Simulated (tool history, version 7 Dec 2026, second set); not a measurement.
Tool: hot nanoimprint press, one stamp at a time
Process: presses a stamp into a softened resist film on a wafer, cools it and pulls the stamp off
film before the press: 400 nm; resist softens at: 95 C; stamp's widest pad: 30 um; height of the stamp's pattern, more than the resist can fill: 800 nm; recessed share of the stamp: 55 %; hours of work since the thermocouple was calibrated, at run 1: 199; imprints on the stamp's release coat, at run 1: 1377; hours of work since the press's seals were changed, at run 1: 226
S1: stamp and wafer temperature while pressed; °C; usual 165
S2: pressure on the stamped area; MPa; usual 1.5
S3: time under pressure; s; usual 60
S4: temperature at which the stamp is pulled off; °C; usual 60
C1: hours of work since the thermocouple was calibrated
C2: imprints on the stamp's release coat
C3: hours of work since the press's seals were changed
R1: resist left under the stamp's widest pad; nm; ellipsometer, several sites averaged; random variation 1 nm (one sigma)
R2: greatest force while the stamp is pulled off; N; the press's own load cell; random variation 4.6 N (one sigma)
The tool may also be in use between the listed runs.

Run 1, day 0: usual settings; C1 199; C2 1377; C3 226. Result: R1 162.4 nm, R2 221 N.
Run 2, day 0.167: usual settings but S4 51 °C; C1 201; C2 1388; C3 228. Result: R1 163.1 nm, R2 267 N.
Run 3, day 0.475: usual settings but S3 71 s, S4 51 °C; C1 205; C2 1407; C3 232. Result: R1 153 nm, R2 277 N.
Run 4, day 0.754: usual settings; C1 208; C2 1425; C3 235. Result: R1 164.5 nm, R2 225 N.
Run 5, day 1.112: usual settings; C1 213; C2 1447; C3 239. Result: R1 164.7 nm, R2 226 N.
Run 6, day 1.479: usual settings but S1 154 °C; C1 217; C2 1470; C3 244. Result: R1 249.3 nm, R2 230 N.
Run 7, day 1.717: usual settings but S2 1.03 MPa; C1 220; C2 1485; C3 247. Result: R1 195.2 nm, R2 216 N.
Run 8, day 2.121: usual settings but S4 49 °C; C1 225; C2 1510; C3 252. Result: R1 163.9 nm, R2 285 N.
Run 9, day 2.283: usual settings but S4 49 °C; C1 227; C2 1520; C3 254. Result: R1 165.2 nm, R2 286 N.
Run 10, day 2.488: usual settings; C1 230; C2 1533; C3 257. Result: R1 162.4 nm, R2 222 N.
Run 11, day 2.858: usual settings; C1 234; C2 1556; C3 261. Result: R1 162 nm, R2 220 N.
Run 12, day 3.112: usual settings; C1 237; C2 1572; C3 264. Result: R1 164.4 nm, R2 225 N.
Run 13, day 3.429: usual settings; C1 241; C2 1592; C3 268. Result: R1 162.3 nm, R2 237 N.
Run 14, day 3.704: usual settings but S3 64 s; C1 245; C2 1609; C3 272. Result: R1 161 nm, R2 226 N.
Run 15, day 4.05: usual settings but S1 155 °C; C1 249; C2 1631; C3 276. Result: R1 239.6 nm, R2 232 N.
Run 16, day 4.304: usual settings but S1 155 °C; C1 252; C2 1646; C3 279. Result: R1 241.5 nm, R2 227 N.
Run 17, day 4.508: usual settings but S1 171 °C, S4 58 °C; C1 255; C2 1659; C3 282. Result: R1 129.4 nm, R2 242 N.
Run 18, day 4.871: usual settings but S1 171 °C, S4 58 °C; C1 259; C2 1682; C3 286. Result: R1 129.2 nm, R2 232 N.
Run 19, day 5.254: usual settings but S1 170 °C, S2 2.13 MPa, S3 36 s, S4 56 °C; C1 264; C2 1706; C3 291. Result: R1 137.5 nm, R2 244 N.
Run 20, day 5.633: usual settings but S1 170 °C, S2 2.13 MPa, S3 36 s, S4 56 °C; C1 269; C2 1730; C3 296. Result: R1 139.1 nm, R2 250 N.
Run 21, day 5.854: usual settings but S1 170 °C, S2 2.13 MPa, S3 36 s, S4 56 °C; C1 271; C2 1743; C3 298. Result: R1 137.5 nm, R2 234 N.
Run 22, day 6.092: usual settings but S1 175 °C, S2 1.03 MPa, S3 47 s, S4 56 °C; C1 274; C2 1758; C3 301. Result: R1 148.6 nm, R2 240 N.
Run 23, day 6.296: usual settings but S2 1.8 MPa; C1 277; C2 1771; C3 304. Result: R1 150.2 nm, R2 226 N.
Run 24, day 6.575: usual settings but S1 169 °C, S3 53 s, S4 62 °C; C1 280; C2 1788; C3 307. Result: R1 146.5 nm, R2 216 N.
Run 25, day 6.925: usual settings but S1 162 °C, S2 1.37 MPa, S3 71 s, S4 51 °C; C1 285; C2 1810; C3 311. Result: R1 180 nm, R2 273 N.
Run 26, day 7.196: usual settings but S1 162 °C, S2 1.37 MPa, S3 71 s, S4 51 °C; C1 288; C2 1827; C3 315. Result: R1 178 nm, R2 275 N.
Run 27, day 7.588: usual settings but S1 175 °C, S4 59 °C; C1 293; C2 1852; C3 320. Result: R1 111.2 nm, R2 227 N.
Run 28, day 7.908: usual settings but S1 174 °C, S4 67 °C; C1 297; C2 1872; C3 324. Result: R1 115.9 nm, R2 190 N.
Run 29, day 8.275: usual settings but S2 0.95 MPa, S4 53 °C; C1 301; C2 1895; C3 328. Result: R1 201 nm, R2 262 N.
Run 30, day 8.542: usual settings but S1 167 °C, S2 0.95 MPa, S3 87 s, S4 53 °C; C1 305; C2 1912; C3 332. Result: R1 163.5 nm, R2 263 N.

3 ways to go on from here, each from the tool as it stands after run 30. What would each give?
Run A, day 8.754: usual settings but S1 170 °C, S3 50 s; C1 307; C2 1925; C3 334. Result: R1 ?, R2 ?.
Run B, day 8.754: usual settings but S2 1.08 MPa; C1 307; C2 1925; C3 334. Result: R1 ?, R2 ?.
Run C, day 8.754: usual settings but S1 167 °C, S2 0.95 MPa, S3 87 s, S4 51 °C; C1 307; C2 1925; C3 334. Result: R1 ?, R2 ?.

run     R1   R2
  A  145.5  224
  B  190.9  228
  C    164  272
Without the tool's hidden state the same runs would have given:
run     R1   R2
  A  145.4  222
  B  190.8  227
  C  163.8  271

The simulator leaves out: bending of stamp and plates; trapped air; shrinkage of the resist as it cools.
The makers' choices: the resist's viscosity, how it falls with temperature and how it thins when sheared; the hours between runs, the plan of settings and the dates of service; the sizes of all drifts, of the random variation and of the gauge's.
